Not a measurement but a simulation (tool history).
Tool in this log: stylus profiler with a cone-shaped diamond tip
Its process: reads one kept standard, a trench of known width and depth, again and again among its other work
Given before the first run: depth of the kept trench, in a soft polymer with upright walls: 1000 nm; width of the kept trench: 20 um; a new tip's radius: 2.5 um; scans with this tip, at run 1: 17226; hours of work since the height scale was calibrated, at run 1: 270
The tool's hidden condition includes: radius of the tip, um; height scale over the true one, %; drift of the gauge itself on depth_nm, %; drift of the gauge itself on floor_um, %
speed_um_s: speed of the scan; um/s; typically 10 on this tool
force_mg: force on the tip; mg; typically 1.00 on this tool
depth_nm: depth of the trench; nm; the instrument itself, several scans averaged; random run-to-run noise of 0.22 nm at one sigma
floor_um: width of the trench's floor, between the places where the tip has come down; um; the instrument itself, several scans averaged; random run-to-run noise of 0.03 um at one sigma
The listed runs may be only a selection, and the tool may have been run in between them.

| run | hour | speed_um_s | force_mg | scans with this tip | hours of work since the height scale was calibrated | depth_nm | floor_um |
|---|---|---|---|---|---|---|---|
| 1 | 0.0 | 10 | 1.00 | 17226 | 270 | 1005.03 | 15.95 |
| 2 | 41.8 | 10 | 1.00 | 17489 | 300 | 1005.10 | 15.87 |
| 3 | 102.0 | 10 | 1.24 | 17868 | 344 | 1005.97 | 15.93 |
| 4 | 175.5 | 16 | 1.00 | 18330 | 398 | 1005.16 | 15.86 |
| 5 | 248.7 | 10 | 0.92 | 18790 | 452 | 1004.76 | 15.91 |
| 6 | 297.7 | 10 | 0.92 | 19098 | 487 | 1004.92 | 15.90 |
| 7 | 372.6 | 10 | 0.96 | 19570 | 542 | 1005.08 | 15.91 |
| 8 | 443.9 | 10 | 0.96 | 20019 | 594 | 1004.60 | 15.91 |
| 9 | 511.3 | 10 | 0.96 | 20443 | 643 | 1004.65 | 15.95 |
| 10 | 562.8 | 10 | 0.96 | 20766 | 681 | 1004.76 | 15.89 |
| 11 | 640.0 | 10 | 0.96 | 21252 | 737 | 1005.01 | 15.91 |
| 12 | 712.3 | 36 | 1.00 | 21707 | 790 | 1005.00 | 15.67 |
| 13 | 784.0 | 36 | 1.00 | 22158 | 842 | 1004.93 | 15.72 |
| 14 | 842.1 | 36 | 1.00 | 22524 | 885 | 1005.09 | 15.72 |
| 15 | 919.3 | 10 | 1.00 | 23009 | 941 | 1004.77 | 15.90 |
| 16 | 966.7 | 10 | 1.00 | 23307 | 976 | 1004.91 | 15.98 |
| 17 | 1006.9 | 10 | 1.00 | 23561 | 1005 | 1004.95 | 15.91 |
| 18 | 1044.3 | 10 | 1.00 | 23796 | 1033 | 1005.00 | 15.92 |
| 19 | 1105.5 | 10 | 1.00 | 24181 | 1077 | 1005.15 | 15.87 |
| 20 | 1159.9 | 10 | 0.89 | 24523 | 1117 | 1004.83 | 15.86 |
| 21 | 1193.3 | 10 | 0.89 | 24733 | 1141 | 1004.83 | 15.95 |
| 22 | 1253.9 | 10 | 0.41 | 25114 | 1186 | 1002.98 | 15.82 |
| 23 | 1325.2 | 10 | 0.41 | 25563 | 1238 | 1002.59 | 15.85 |
| 24 | 1398.3 | 35 | 1.44 | 26023 | 1291 | 1006.64 | 15.74 |
| 25 | 1432.2 | 3 | 0.85 | 26236 | 1316 | 1004.21 | 15.98 |
| 26 | 1511.2 | 28 | 1.39 | 26733 | 1373 | 1006.43 | 15.80 |
| 27 | 1547.2 | 10 | 0.51 | 26960 | 1400 | 1003.10 | 15.89 |
| 28 | 1583.2 | 33 | 1.10 | 27186 | 1426 | 1005.22 | 15.70 |
| 29 | 1658.6 | 33 | 1.10 | 27660 | 1481 | 1005.89 | 15.73 |
| 30 | 1724.3 | 21 | 0.59 | 28074 | 1529 | 1003.47 | 15.76 |
| 31 | 1764.0 | 23 | 1.74 | 28324 | 1558 | 1007.40 | 15.80 |
| 32 | 1837.2 | 6 | 1.00 | 28784 | 1612 | 1004.89 | 15.90 |
| 33 | 1886.7 | 8 | 0.71 | 29096 | 1648 | 1004.00 | 15.93 |
| 34 | 1944.4 | 8 | 0.71 | 29459 | 1690 | 1004.18 | 15.89 |
|  | 1977.1 | height scale calibrated on a step standard |
| 35 | 2010.0 | 5 | 2.76 | 29868 | 24 | 1010.13 | 15.97 |
| 36 | 2049.4 | 23 | 2.18 | 30116 | 53 | 1008.50 | 15.88 |
| 37 | 2086.2 | 6 | 0.58 | 30348 | 80 | 1003.92 | 15.85 |
| 38 | 2134.1 | 21 | 0.64 | 30649 | 115 | 1003.79 | 15.77 |
| 39 | 2184.8 | 21 | 0.64 | 30968 | 152 | 1003.55 | 15.71 |
| 40 | 2259.7 | 21 | 0.64 | 31439 | 206 | 1003.66 | 15.74 |
| 41 | 2299.1 | 5 | 0.51 | 31687 | 235 | 1003.34 | 15.97 |
| 42 | 2349.9 | 17 | 0.52 | 32007 | 272 | 1003.28 | 15.73 |
| 43 | 2398.5 | 17 | 0.52 | 32312 | 308 | 1002.95 | 15.82 |
| 44 | 2453.5 | 6 | 0.43 | 32659 | 348 | 1003.33 | 15.93 |
| 45 | 2523.3 | 6 | 0.43 | 33098 | 399 | 1003.37 | 15.93 |
| 46 | 2571.4 | 5 | 1.28 | 33400 | 434 | 1005.75 | 15.93 |

For some of the steps in floor_um from one run to the next: how much would appear even if the tool had no hidden state, given the settings, what came in and random variation, and how much remains for the hidden state plus any gauge scatter that the measured result and the result without hidden state don't share?
Run 1 -> 2: settings left as they were, no log entry in between. floor_um -0.08 um: hidden state -0.01, all else -0.07.
Run 2 -> 3: force_mg 1.00 -> 1.24. floor_um +0.06 um: hidden state +0.01, all else +0.05.
Run 4 -> 5: speed_um_s 16 -> 10, force_mg 1.00 -> 0.92. floor_um +0.05 um: hidden state -0.01, all else +0.06.
Run 11 -> 12: speed_um_s 10 -> 36, force_mg 0.96 -> 1.00. floor_um -0.24 um: hidden state -0.01, all else -0.23.
Run 24 -> 25: speed_um_s 35 -> 3, force_mg 1.44 -> 0.85. floor_um +0.24 um: hidden state +0.00, all else +0.24.
Run 41 -> 42: speed_um_s 5 -> 17, force_mg 0.51 -> 0.52. floor_um -0.24 um: hidden state +0.00, all else -0.24.

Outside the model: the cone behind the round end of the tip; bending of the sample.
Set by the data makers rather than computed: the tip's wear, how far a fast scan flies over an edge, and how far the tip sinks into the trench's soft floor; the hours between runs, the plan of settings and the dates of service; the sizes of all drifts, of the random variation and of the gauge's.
